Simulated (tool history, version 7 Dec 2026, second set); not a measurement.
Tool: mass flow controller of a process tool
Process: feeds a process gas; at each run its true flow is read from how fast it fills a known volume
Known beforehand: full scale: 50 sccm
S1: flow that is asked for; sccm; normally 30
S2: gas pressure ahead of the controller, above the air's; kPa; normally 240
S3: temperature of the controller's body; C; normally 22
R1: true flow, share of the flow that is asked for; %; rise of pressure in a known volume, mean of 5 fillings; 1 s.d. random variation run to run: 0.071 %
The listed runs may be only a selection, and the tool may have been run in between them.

run,hour,S1,S2,S3,R1
1,0,30,240,22,100.34
2,201.5,30,240,22,100.31
3,642.3,30,240,22,100.39
4,842.1,30,240,33,99.55
5,1240,30,240,33,99.77
6,1702.2,30,240,33,99.67
7,2059,30,240,33,99.86
8,2372.1,30,240,39,99.27
9,2796.5,23,242,35,99.88
10,3170,30,242,35,99.7
11,3389,30,227,32,99.85
12,3627.1,43,276,34,99.68

What will run 13 give?
13,3938.5,30,215,39,?

R1: 99.36 %
With no hidden state in the tool, this same run would have given R1 98.55 %.

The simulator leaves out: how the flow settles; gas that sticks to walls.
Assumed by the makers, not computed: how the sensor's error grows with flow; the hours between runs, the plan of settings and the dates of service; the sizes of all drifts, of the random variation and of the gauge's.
